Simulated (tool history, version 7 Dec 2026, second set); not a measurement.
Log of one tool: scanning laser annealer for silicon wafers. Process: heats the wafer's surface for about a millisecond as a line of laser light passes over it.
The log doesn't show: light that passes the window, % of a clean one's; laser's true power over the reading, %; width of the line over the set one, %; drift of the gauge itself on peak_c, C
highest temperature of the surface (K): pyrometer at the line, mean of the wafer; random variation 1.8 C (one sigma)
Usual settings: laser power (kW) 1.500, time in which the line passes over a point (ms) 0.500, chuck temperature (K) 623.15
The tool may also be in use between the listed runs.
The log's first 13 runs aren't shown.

| run | hour | laser power (kW) | time in which the line passes over a point (ms) | chuck temperature (K) | hours of work since the window was cleaned | hours of work since the power meter was calibrated | hours of work since the optics were aligned | highest temperature of the surface (K) |
|---|---|---|---|---|---|---|---|---|
| 14 | 420.3 | 1.500 | 0.500 | 623.15 | 136 | 896 | 358 | 1331.15 |
| 15 | 463.9 | 1.500 | 0.500 | 623.15 | 160 | 920 | 382 | 1333.15 |
| 16 | 501.8 | 1.500 | 0.392 | 623.15 | 180 | 941 | 403 | 1263.15 |
| 17 | 535.8 | 1.600 | 0.500 | 623.15 | 199 | 959 | 422 | 1386.15 |
| 18 | 577.0 | 1.600 | 0.500 | 623.15 | 222 | 982 | 445 | 1391.15 |
| 19 | 614.5 | 1.600 | 0.500 | 623.15 | 242 | 1003 | 465 | 1386.15 |
| 20 | 633.4 | 1.600 | 0.500 | 623.15 | 253 | 1013 | 476 | 1383.15 |
| 21 | 657.1 | 1.500 | 0.500 | 630.15 | 266 | 1026 | 489 | 1334.15 |

Forecast run 22:
| 22 | 683.8 | 1.500 | 0.500 | 630.15 | 281 | 1041 | 504 | ? |

highest temperature of the surface (K): 1332.15
Without the tool's hidden state the same run would have given highest temperature of the surface (K) 1350.15.

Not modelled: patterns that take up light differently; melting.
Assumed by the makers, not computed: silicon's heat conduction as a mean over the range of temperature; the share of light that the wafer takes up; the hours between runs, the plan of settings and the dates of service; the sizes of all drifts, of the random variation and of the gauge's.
